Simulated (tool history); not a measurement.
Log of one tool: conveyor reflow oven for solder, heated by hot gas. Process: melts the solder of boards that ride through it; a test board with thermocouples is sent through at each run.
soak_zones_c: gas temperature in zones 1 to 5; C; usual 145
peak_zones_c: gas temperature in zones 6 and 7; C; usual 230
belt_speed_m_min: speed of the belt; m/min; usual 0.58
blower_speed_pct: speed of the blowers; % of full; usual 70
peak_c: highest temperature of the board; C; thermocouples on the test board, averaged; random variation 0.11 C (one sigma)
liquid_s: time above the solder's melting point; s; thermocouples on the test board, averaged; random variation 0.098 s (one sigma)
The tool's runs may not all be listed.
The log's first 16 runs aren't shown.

Run 17, hour 1190.4: usual settings but peak_zones_c 223 C. Result: peak_c 208.1 C, liquid_s 57.45 s.
Run 18, hour 1247.4: usual settings but peak_zones_c 223 C. Result: peak_c 207.8 C, liquid_s 57.28 s.
Run 19, hour 1309.6: usual settings but soak_zones_c 158 C, peak_zones_c 223 C, belt_speed_m_min 0.547 m/min. Result: peak_c 211.5 C, liquid_s 72.68 s.
Run 20, hour 1369.7: usual settings but soak_zones_c 158 C, peak_zones_c 223 C, belt_speed_m_min 0.547 m/min. Result: peak_c 211.3 C, liquid_s 72.7 s.
Run 21, hour 1413.2: usual settings but peak_zones_c 228 C, belt_speed_m_min 0.638 m/min, blower_speed_pct 53 % of full. Result: peak_c 203.5 C, liquid_s 44.07 s.
At hour 1441.2: belt drive overhauled, speed set with a stopwatch, once more.
Run 22, hour 1465.1: usual settings but soak_zones_c 147 C, peak_zones_c 245 C, belt_speed_m_min 0.627 m/min. Result: peak_c 223.5 C, liquid_s 64.56 s.
Run 23, hour 1522.9: usual settings but soak_zones_c 147 C, peak_zones_c 234 C, belt_speed_m_min 0.474 m/min. Result: peak_c 221.9 C, liquid_s 86.14 s.
Run 24, hour 1617: usual settings but soak_zones_c 147 C, peak_zones_c 242 C, belt_speed_m_min 0.474 m/min. Result: peak_c 228.9 C, liquid_s 91.09 s.
Run 25, hour 1666.3: usual settings but soak_zones_c 147 C, peak_zones_c 242 C, belt_speed_m_min 0.619 m/min, blower_speed_pct 52 % of full. Result: peak_c 214.3 C, liquid_s 57.28 s.
Run 26, hour 1763.3: usual settings but soak_zones_c 147 C, peak_zones_c 242 C, belt_speed_m_min 0.48 m/min, blower_speed_pct 52 % of full. Result: peak_c 223.5 C, liquid_s 85.4 s.
At hour 1834.4: flux residue cleaned out of gas plates and filters.
Run 27, hour 1867: usual settings but soak_zones_c 147 C, peak_zones_c 242 C, belt_speed_m_min 0.48 m/min, blower_speed_pct 52 % of full. Result: peak_c 224 C, liquid_s 86.18 s.
At hour 1875.9: thermocouples of zones 6 and 7 changed.
Run 28, hour 1910.8: usual settings but soak_zones_c 147 C, peak_zones_c 242 C, belt_speed_m_min 0.48 m/min, blower_speed_pct 52 % of full. Result: peak_c 226.4 C, liquid_s 88.09 s.

Run 29 comes next. What will it give?
Run 29, hour 2006.1: usual settings but belt_speed_m_min 0.584 m/min, blower_speed_pct 53 % of full. Result: peak_c ?, liquid_s ?.

Run 29 gave peak_c 209.2 C, liquid_s 55.58 s.
Without the tool's hidden state the same run would have given peak_c 209 C, liquid_s 54.89 s.

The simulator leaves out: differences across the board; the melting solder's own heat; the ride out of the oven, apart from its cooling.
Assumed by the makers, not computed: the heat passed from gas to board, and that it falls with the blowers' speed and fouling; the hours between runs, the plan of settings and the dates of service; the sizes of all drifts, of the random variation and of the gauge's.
